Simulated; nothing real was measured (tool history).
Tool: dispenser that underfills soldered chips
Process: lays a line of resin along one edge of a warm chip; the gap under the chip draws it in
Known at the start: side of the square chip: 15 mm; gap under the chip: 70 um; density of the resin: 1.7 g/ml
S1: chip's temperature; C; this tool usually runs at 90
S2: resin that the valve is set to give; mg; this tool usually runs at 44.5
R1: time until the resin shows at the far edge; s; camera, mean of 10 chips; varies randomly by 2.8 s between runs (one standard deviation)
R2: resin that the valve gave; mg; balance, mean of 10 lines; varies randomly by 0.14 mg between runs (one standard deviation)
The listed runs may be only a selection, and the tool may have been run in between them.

{"run": 1, "hour": 0.0, "S1": 90, "S2": 44.5, "R1": 285.1, "R2": 44.16}
{"run": 2, "hour": 4.7, "S1": 90, "S2": 44.5, "R1": 317.8, "R2": 44.12}
{"run": 3, "hour": 8.1, "S1": 90, "S2": 44.5, "R1": 345, "R2": 44.18}
{"hour": 9.9, "done": "new syringe of resin"}
{"run": 4, "hour": 14.2, "S1": 90, "S2": 51.6, "R1": 302.7, "R2": 51.11}
{"hour": 20.9, "done": "new syringe of resin"}
{"run": 5, "hour": 21.4, "S1": 90, "S2": 44.5, "R1": 286, "R2": 44.05}
{"run": 6, "hour": 28.2, "S1": 90, "S2": 44.5, "R1": 336, "R2": 43.94}
{"hour": 31.8, "done": "new syringe of resin"}
{"run": 7, "hour": 32.4, "S1": 90, "S2": 44.5, "R1": 283.9, "R2": 43.88}
{"run": 8, "hour": 40.3, "S1": 90, "S2": 44.5, "R1": 339.8, "R2": 43.37}
{"hour": 42.7, "done": "new syringe of resin"}
{"run": 9, "hour": 47.3, "S1": 90, "S2": 44.5, "R1": 309.2, "R2": 43.81}
{"run": 10, "hour": 50.6, "S1": 90, "S2": 44.5, "R1": 336, "R2": 43.51}
{"hour": 53.6, "done": "new syringe of resin"}
{"run": 11, "hour": 58.6, "S1": 90, "S2": 44.5, "R1": 315.2, "R2": 43.73}
{"hour": 64.5, "done": "new syringe of resin"}
{"run": 12, "hour": 66.7, "S1": 88, "S2": 44.5, "R1": 309.1, "R2": 43.41}
{"run": 13, "hour": 74.4, "S1": 101, "S2": 48.1, "R1": 233.5, "R2": 46.9}
{"hour": 75.4, "done": "new syringe of resin"}
{"run": 14, "hour": 79.0, "S1": 105, "S2": 38.8, "R1": 178.2, "R2": 37.8}
{"run": 15, "hour": 82.8, "S1": 105, "S2": 38.8, "R1": 194.1, "R2": 37.67}
{"hour": 86.2, "done": "new syringe of resin"}
{"run": 16, "hour": 86.5, "S1": 90, "S2": 48, "R1": 290.4, "R2": 46.88}
{"run": 17, "hour": 92.0, "S1": 77, "S2": 57.1, "R1": 536.1, "R2": 55.68}
{"hour": 97.0, "done": "new syringe of resin"}
{"run": 18, "hour": 97.0, "S1": 99, "S2": 56.5, "R1": 198.3, "R2": 54.82}

Forecast run 19:
{"run": 19, "hour": 104.0, "S1": 76, "S2": 56.1, "R1": "?", "R2": "?"}

{"run 19": {"R1": 568.1, "R2": 54.2}}
Take away the tool's hidden state, keep the run-to-run variation as it was, and the same run would have given R1 485.8 s, R2 56.02 mg.
